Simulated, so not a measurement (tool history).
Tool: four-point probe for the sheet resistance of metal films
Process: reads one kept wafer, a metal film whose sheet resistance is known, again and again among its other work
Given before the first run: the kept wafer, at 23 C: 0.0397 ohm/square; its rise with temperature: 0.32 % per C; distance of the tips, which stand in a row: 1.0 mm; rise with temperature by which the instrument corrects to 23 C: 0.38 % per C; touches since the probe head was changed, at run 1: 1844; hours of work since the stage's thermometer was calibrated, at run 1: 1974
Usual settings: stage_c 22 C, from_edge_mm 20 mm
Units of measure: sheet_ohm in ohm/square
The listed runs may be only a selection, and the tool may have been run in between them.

run	hour	stage_c	from_edge_mm	touches since the probe head was changed	hours of work since the stage's thermometer was calibrated	sheet_ohm
1	0	22	20	1844	1974	0.039566
2	29.5	22	20	2508	1990	0.039573
3	58.8	22	20	3169	2007	0.039575
4	75.7	22	20	3551	2017	0.039571
5	93.8	22	20	3959	2027	0.039557
6	124.9	22	20	4663	2045	0.039563
7	158.5	22	5	5421	2064	0.04035
8	187.6	22	24	6076	2080	0.039556
9	209.3	22	24	6566	2093	0.039544
10	229.8	22	24	7029	2104	0.03956
11	256.4	22	24	7628	2119	0.039557
12	274.5	25	24	8037	2130	0.039472
13	298.5	25	24	8579	2143	0.039479
14	325.1	23	18	9179	2158	0.039562
# hour 327.8: stage's thermometer calibrated
15	344.7	32	35	9608	10	0.039242
16	368.9	20	8	10156	23	0.039865
17	399	20	8	10835	41	0.039863
18	417.6	19	17	11255	51	0.039653
# hour 428: stage's thermometer calibrated, once more
19	448.7	19	17	11945	12	0.039762
20	467.5	29	27	12368	22	0.039449
21	487.4	22	4	12817	34	0.040897

4 options for the next run, each taken on its own from the tool as it stands now. Forecast them:
A	511	24	10	13351	47	?
B	511	23	4	13351	47	?
C	511	22	10	13351	47	?
D	511	24	6	13351	47	?

run	sheet_ohm
A	0.039761
B	0.040876
C	0.039816
D	0.040146
Take away the tool's hidden state, keep each run's random variation, and the runs would have read:
run	sheet_ohm
A	0.039881
B	0.040999
C	0.039936
D	0.040266

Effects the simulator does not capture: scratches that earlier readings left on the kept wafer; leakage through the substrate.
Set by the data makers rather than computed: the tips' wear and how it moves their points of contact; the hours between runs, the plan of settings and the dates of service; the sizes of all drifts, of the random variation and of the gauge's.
